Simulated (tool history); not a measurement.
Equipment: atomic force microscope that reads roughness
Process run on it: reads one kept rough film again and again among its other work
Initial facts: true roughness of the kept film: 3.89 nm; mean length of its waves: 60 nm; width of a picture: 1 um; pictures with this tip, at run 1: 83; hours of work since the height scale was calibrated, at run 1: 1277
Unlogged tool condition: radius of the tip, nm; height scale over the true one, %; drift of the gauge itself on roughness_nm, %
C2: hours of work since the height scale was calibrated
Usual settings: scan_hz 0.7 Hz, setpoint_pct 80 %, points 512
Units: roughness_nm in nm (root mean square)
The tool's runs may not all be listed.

{"run": 1, "day": 0.0, "scan_hz": 0.7, "setpoint_pct": 80, "points": 512, "pictures with this tip": 83, "C2": 1277, "roughness_nm": 3.499}
{"day": 1.658, "done": "new tip fitted"}
{"run": 2, "day": 1.658, "scan_hz": 0.7, "setpoint_pct": 80, "points": 512, "pictures with this tip": 0, "C2": 1298, "roughness_nm": 3.496}
{"run": 3, "day": 4.196, "scan_hz": 0.7, "setpoint_pct": 80, "points": 512, "pictures with this tip": 56, "C2": 1332, "roughness_nm": 3.5}
{"run": 4, "day": 6.929, "scan_hz": 0.755, "setpoint_pct": 80, "points": 512, "pictures with this tip": 115, "C2": 1368, "roughness_nm": 3.478}
{"day": 7.15, "done": "new tip fitted"}
{"run": 5, "day": 9.467, "scan_hz": 0.755, "setpoint_pct": 80, "points": 512, "pictures with this tip": 50, "C2": 1401, "roughness_nm": 3.491}
{"day": 12.608, "done": "new tip fitted"}
{"run": 6, "day": 12.838, "scan_hz": 0.755, "setpoint_pct": 80, "points": 512, "pictures with this tip": 5, "C2": 1446, "roughness_nm": 3.481}
{"run": 7, "day": 15.7, "scan_hz": 0.755, "setpoint_pct": 80, "points": 512, "pictures with this tip": 67, "C2": 1484, "roughness_nm": 3.483}
{"run": 8, "day": 17.308, "scan_hz": 0.7, "setpoint_pct": 80, "points": 512, "pictures with this tip": 102, "C2": 1505, "roughness_nm": 3.499}
{"day": 18.129, "done": "new tip fitted"}
{"run": 9, "day": 19.821, "scan_hz": 0.971, "setpoint_pct": 80, "points": 512, "pictures with this tip": 37, "C2": 1538, "roughness_nm": 3.431}
{"run": 10, "day": 22.642, "scan_hz": 0.971, "setpoint_pct": 80, "points": 512, "pictures with this tip": 98, "C2": 1575, "roughness_nm": 3.396}
{"day": 23.796, "done": "new tip fitted"}
{"run": 11, "day": 25.754, "scan_hz": 0.7, "setpoint_pct": 80, "points": 512, "pictures with this tip": 43, "C2": 1616, "roughness_nm": 3.508}
{"run": 12, "day": 28.25, "scan_hz": 1.101, "setpoint_pct": 80, "points": 512, "pictures with this tip": 98, "C2": 1649, "roughness_nm": 3.359}
{"day": 29.371, "done": "new tip fitted"}
{"run": 13, "day": 30.304, "scan_hz": 1.101, "setpoint_pct": 80, "points": 512, "pictures with this tip": 20, "C2": 1676, "roughness_nm": 3.374}
{"run": 14, "day": 32.55, "scan_hz": 1.101, "setpoint_pct": 63, "points": 855, "pictures with this tip": 69, "C2": 1706, "roughness_nm": 3.586}
{"day": 35.117, "done": "new tip fitted"}
{"run": 15, "day": 35.35, "scan_hz": 1.101, "setpoint_pct": 63, "points": 855, "pictures with this tip": 5, "C2": 1743, "roughness_nm": 3.591}
{"run": 16, "day": 38.304, "scan_hz": 1.101, "setpoint_pct": 63, "points": 855, "pictures with this tip": 69, "C2": 1782, "roughness_nm": 3.592}
{"day": 40.6, "done": "new tip fitted"}
{"run": 17, "day": 41.45, "scan_hz": 1.101, "setpoint_pct": 63, "points": 458, "pictures with this tip": 19, "C2": 1823, "roughness_nm": 3.581}
{"run": 18, "day": 45.058, "scan_hz": 2.244, "setpoint_pct": 61, "points": 344, "pictures with this tip": 98, "C2": 1871, "roughness_nm": 3.491}
{"day": 46.092, "done": "new tip fitted"}
{"run": 19, "day": 47.125, "scan_hz": 0.584, "setpoint_pct": 66, "points": 382, "pictures with this tip": 22, "C2": 1898, "roughness_nm": 3.659}
{"run": 20, "day": 50.575, "scan_hz": 0.792, "setpoint_pct": 71, "points": 313, "pictures with this tip": 98, "C2": 1944, "roughness_nm": 3.564}
{"day": 51.646, "done": "new tip fitted"}
{"run": 21, "day": 52.446, "scan_hz": 2.583, "setpoint_pct": 80, "points": 414, "pictures with this tip": 17, "C2": 1968, "roughness_nm": 2.989}
{"run": 22, "day": 54.475, "scan_hz": 0.7, "setpoint_pct": 87, "points": 415, "pictures with this tip": 62, "C2": 1995, "roughness_nm": 3.423}
{"day": 57.258, "done": "new tip fitted"}
{"run": 23, "day": 57.575, "scan_hz": 2.074, "setpoint_pct": 61, "points": 420, "pictures with this tip": 7, "C2": 2036, "roughness_nm": 3.501}
{"run": 24, "day": 59.838, "scan_hz": 0.805, "setpoint_pct": 71, "points": 437, "pictures with this tip": 56, "C2": 2066, "roughness_nm": 3.549}
{"day": 63.012, "done": "new tip fitted"}
{"run": 25, "day": 63.038, "scan_hz": 0.805, "setpoint_pct": 71, "points": 437, "pictures with this tip": 1, "C2": 2108, "roughness_nm": 3.571}
{"run": 26, "day": 64.875, "scan_hz": 3.431, "setpoint_pct": 75, "points": 760, "pictures with this tip": 41, "C2": 2132, "roughness_nm": 2.983}

4 options for the next run, each taken on its own from the tool as it stands now. Forecast them:
{"run": "A", "day": 67.633, "scan_hz": 0.502, "setpoint_pct": 88, "points": 700, "pictures with this tip": 101, "C2": 2169, "roughness_nm": "?"}
{"run": "B", "day": 67.633, "scan_hz": 2.344, "setpoint_pct": 80, "points": 512, "pictures with this tip": 101, "C2": 2169, "roughness_nm": "?"}
{"run": "C", "day": 67.633, "scan_hz": 0.937, "setpoint_pct": 76, "points": 342, "pictures with this tip": 101, "C2": 2169, "roughness_nm": "?"}
{"run": "D", "day": 67.633, "scan_hz": 2.238, "setpoint_pct": 60, "points": 755, "pictures with this tip": 101, "C2": 2169, "roughness_nm": "?"}

run=A roughness_nm=3.49
run=B roughness_nm=3.066
run=C roughness_nm=3.487
run=D roughness_nm=3.52
What these runs would have given with no unlogged condition in the tool:
run=A roughness_nm=3.501
run=B roughness_nm=3.075
run=C roughness_nm=3.497
run=D roughness_nm=3.53
